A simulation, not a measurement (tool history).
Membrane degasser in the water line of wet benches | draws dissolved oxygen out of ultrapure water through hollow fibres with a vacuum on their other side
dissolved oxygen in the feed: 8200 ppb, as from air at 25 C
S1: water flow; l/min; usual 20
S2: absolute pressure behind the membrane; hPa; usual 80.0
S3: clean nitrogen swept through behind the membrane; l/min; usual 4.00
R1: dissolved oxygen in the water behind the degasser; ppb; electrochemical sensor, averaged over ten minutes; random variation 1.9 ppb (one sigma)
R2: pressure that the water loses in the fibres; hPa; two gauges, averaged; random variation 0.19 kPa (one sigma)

run	hour	S1	S2	S3	R1	R2
1	0.0	20	80.0	4.00	189.5	395.3
2	44.7	20	80.0	4.00	191.3	394.0
3	103.3	20	80.0	4.00	190.1	399.4
4	144.7	20	80.0	4.00	192.5	398.5
5	206.6	20	80.0	4.00	190.6	396.5
6	265.8	20	80.0	4.00	194.1	399.4
7	324.4	24	80.0	4.00	303.4	478.5
8	365.2	24	80.0	4.00	314.4	478.8
9	394.2	24	80.0	4.00	309.1	479.2
10	435.4	20	80.0	4.00	191.2	401.9
11	497.9	20	80.0	9.85	158.2	401.6
12	553.2	20	80.0	9.85	158.9	401.1
13	597.0	20	145.8	4.00	269.2	396.9
14	644.5	20	145.8	4.00	265.4	406.1
15	686.3	20	145.8	4.00	272.2	401.1
16	734.4	14	80.0	4.00	71.6	281.5
17	789.1	14	80.0	4.00	72.7	283.8
# hour 834.7: gauge calibrated
18	854.9	15	59.6	11.04	51.7	299.4
19	886.5	27	168.1	9.37	435.1	535.1
20	937.4	15	50.9	3.13	64.5	299.5
21	969.5	21	100.2	4.00	241.5	416.8
22	1008.0	29	61.1	1.84	502.7	578.7
# hour 1019.5: vacuum gauge calibrated
23	1043.2	12	101.8	4.00	66.1	239.5
24	1094.7	12	101.8	2.86	83.7	237.7
25	1122.2	12	101.8	2.86	84.9	237.6
26	1189.0	21	90.7	4.99	220.8	419.0
27	1218.5	12	50.4	2.83	33.8	238.5
28	1266.9	12	50.4	2.83	33.0	240.4
29	1327.3	12	50.4	2.83	33.1	241.8
30	1365.7	18	55.9	7.11	107.4	361.7
31	1413.9	20	80.0	3.54	194.6	396.3
32	1470.2	28	91.1	2.14	533.4	564.9
33	1527.3	22	80.0	5.27	233.8	442.1

3 ways to go on from here, each from the tool as it stands after run 33. What would each give?
A	1591.7	22	133.9	4.54	?	?
B	1591.7	16	66.3	4.00	?	?
C	1591.7	25	80.0	5.27	?	?

run	R1	R2
A	301.6	441.4
B	90.8	323.2
C	327.9	507.0
Without the tool's hidden state the same runs would have given:
run	R1	R2
A	301.4	431.7
B	90.8	316.2
C	327.7	496.0

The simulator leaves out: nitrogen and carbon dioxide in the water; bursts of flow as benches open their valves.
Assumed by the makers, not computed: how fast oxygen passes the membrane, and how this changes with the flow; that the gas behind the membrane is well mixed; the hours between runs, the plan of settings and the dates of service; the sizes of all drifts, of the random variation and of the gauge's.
